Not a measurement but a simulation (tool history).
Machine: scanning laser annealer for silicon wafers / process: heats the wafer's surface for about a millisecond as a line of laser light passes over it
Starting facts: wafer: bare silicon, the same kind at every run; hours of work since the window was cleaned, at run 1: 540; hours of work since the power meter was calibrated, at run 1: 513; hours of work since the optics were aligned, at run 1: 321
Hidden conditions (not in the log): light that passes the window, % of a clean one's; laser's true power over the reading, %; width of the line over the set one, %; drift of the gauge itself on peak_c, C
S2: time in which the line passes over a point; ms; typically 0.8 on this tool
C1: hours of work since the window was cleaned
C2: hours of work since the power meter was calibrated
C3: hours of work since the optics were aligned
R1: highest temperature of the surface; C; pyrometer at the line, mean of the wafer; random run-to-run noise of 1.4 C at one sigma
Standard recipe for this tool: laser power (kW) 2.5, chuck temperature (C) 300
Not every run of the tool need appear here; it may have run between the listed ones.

run 1 hour=0 | laser_power_(kW)=2.5 S2=0.8 chuck_temperature_(C)=300 | C1=540 C2=513 C3=321 | R1=1103
run 2 hour=23.4 | laser_power_(kW)=2.5 S2=0.8 chuck_temperature_(C)=300 | C1=555 C2=529 C3=337 | R1=1103
run 3 hour=43.8 | laser_power_(kW)=2.5 S2=0.648 chuck_temperature_(C)=300 | C1=569 C2=542 C3=350 | R1=1010
-- hour=71.5 window over the wafer cleaned
run 4 hour=75.1 | laser_power_(kW)=2.5 S2=0.648 chuck_temperature_(C)=300 | C1=2 C2=562 C3=370 | R1=1005
run 5 hour=93.6 | laser_power_(kW)=2.5 S2=0.648 chuck_temperature_(C)=323 | C1=15 C2=574 C3=382 | R1=1031
run 6 hour=117.6 | laser_power_(kW)=2.5 S2=0.648 chuck_temperature_(C)=323 | C1=31 C2=590 C3=398 | R1=1031
run 7 hour=149.3 | laser_power_(kW)=2.5 S2=0.648 chuck_temperature_(C)=323 | C1=52 C2=611 C3=419 | R1=1029
run 8 hour=179.6 | laser_power_(kW)=2.5 S2=0.8 chuck_temperature_(C)=300 | C1=72 C2=631 C3=439 | R1=1094
run 9 hour=211.3 | laser_power_(kW)=2.5 S2=0.8 chuck_temperature_(C)=300 | C1=93 C2=652 C3=460 | R1=1093
run 10 hour=229.8 | laser_power_(kW)=2.5 S2=0.744 chuck_temperature_(C)=300 | C1=105 C2=665 C3=473 | R1=1060
run 11 hour=265.4 | laser_power_(kW)=2.5 S2=0.8 chuck_temperature_(C)=300 | C1=129 C2=688 C3=496 | R1=1092
run 12 hour=291.8 | laser_power_(kW)=2.5 S2=0.8 chuck_temperature_(C)=300 | C1=146 C2=706 C3=514 | R1=1090
-- hour=309.9 window over the wafer cleaned, once more
run 13 hour=318.8 | laser_power_(kW)=2.5 S2=0.572 chuck_temperature_(C)=300 | C1=6 C2=723 C3=530 | R1=982
run 14 hour=359 | laser_power_(kW)=2.5 S2=0.572 chuck_temperature_(C)=300 | C1=33 C2=749 C3=557 | R1=982
run 15 hour=395.5 | laser_power_(kW)=2.5 S2=0.672 chuck_temperature_(C)=300 | C1=57 C2=773 C3=581 | R1=1044
run 16 hour=418.4 | laser_power_(kW)=2.5 S2=0.672 chuck_temperature_(C)=300 | C1=72 C2=789 C3=597 | R1=1044
run 17 hour=454.2 | laser_power_(kW)=2.5 S2=0.672 chuck_temperature_(C)=300 | C1=96 C2=812 C3=620 | R1=1042
run 18 hour=490.4 | laser_power_(kW)=2.5 S2=0.672 chuck_temperature_(C)=300 | C1=120 C2=837 C3=644 | R1=1043
run 19 hour=508.9 | laser_power_(kW)=2.5 S2=0.678 chuck_temperature_(C)=300 | C1=132 C2=849 C3=657 | R1=1043
run 20 hour=544 | laser_power_(kW)=2.5 S2=0.678 chuck_temperature_(C)=300 | C1=156 C2=872 C3=680 | R1=1044
run 21 hour=580.3 | laser_power_(kW)=2.5 S2=0.931 chuck_temperature_(C)=312 | C1=180 C2=896 C3=704 | R1=1195
run 22 hour=604.8 | laser_power_(kW)=2.5 S2=0.925 chuck_temperature_(C)=281 | C1=196 C2=913 C3=720 | R1=1164
run 23 hour=639.6 | laser_power_(kW)=2.5 S2=0.925 chuck_temperature_(C)=281 | C1=219 C2=936 C3=744 | R1=1163
run 24 hour=666.8 | laser_power_(kW)=2.254 S2=0.62 chuck_temperature_(C)=271 | C1=237 C2=954 C3=762 | R1=902
run 25 hour=686.3 | laser_power_(kW)=2.254 S2=0.62 chuck_temperature_(C)=271 | C1=250 C2=967 C3=775 | R1=903
run 26 hour=717.3 | laser_power_(kW)=2.61 S2=0.668 chuck_temperature_(C)=271 | C1=271 C2=987 C3=795 | R1=1035
run 27 hour=741 | laser_power_(kW)=2.61 S2=0.668 chuck_temperature_(C)=309 | C1=286 C2=1003 C3=811 | R1=1072
run 28 hour=760.9 | laser_power_(kW)=2.61 S2=0.668 chuck_temperature_(C)=270 | C1=300 C2=1016 C3=824 | R1=1032
run 29 hour=784.3 | laser_power_(kW)=2.61 S2=0.668 chuck_temperature_(C)=270 | C1=315 C2=1032 C3=840 | R1=1032
run 30 hour=820 | laser_power_(kW)=2.61 S2=0.668 chuck_temperature_(C)=270 | C1=339 C2=1056 C3=863 | R1=1030
run 31 hour=841.9 | laser_power_(kW)=2.384 S2=0.879 chuck_temperature_(C)=285 | C1=353 C2=1070 C3=878 | R1=1090
run 32 hour=881.6 | laser_power_(kW)=2.655 S2=0.967 chuck_temperature_(C)=309 | C1=380 C2=1096 C3=904 | R1=1257
run 33 hour=903.6 | laser_power_(kW)=2.256 S2=0.978 chuck_temperature_(C)=309 | C1=394 C2=1111 C3=919 | R1=1115
-- hour=933.8 optics aligned, line set to its width
run 34 hour=942.7 | laser_power_(kW)=2.5 S2=0.728 chuck_temperature_(C)=271 | C1=417 C2=1134 C3=6 | R1=1043
run 35 hour=969.5 | laser_power_(kW)=2.5 S2=0.612 chuck_temperature_(C)=323 | C1=435 C2=1152 C3=24 | R1=1025
run 36 hour=993.2 | laser_power_(kW)=2.267 S2=0.684 chuck_temperature_(C)=268 | C1=451 C2=1167 C3=39 | R1=940

What will run 37 give?
run 37 hour=1035.1 | laser_power_(kW)=2.205 S2=0.8 chuck_temperature_(C)=312 | C1=479 C2=1195 C3=67 | R1=?

{"run 37": {"R1": 1024}}
Were there no unlogged condition in the tool, this run, its random variation unchanged, would have produced R1 1043 C.

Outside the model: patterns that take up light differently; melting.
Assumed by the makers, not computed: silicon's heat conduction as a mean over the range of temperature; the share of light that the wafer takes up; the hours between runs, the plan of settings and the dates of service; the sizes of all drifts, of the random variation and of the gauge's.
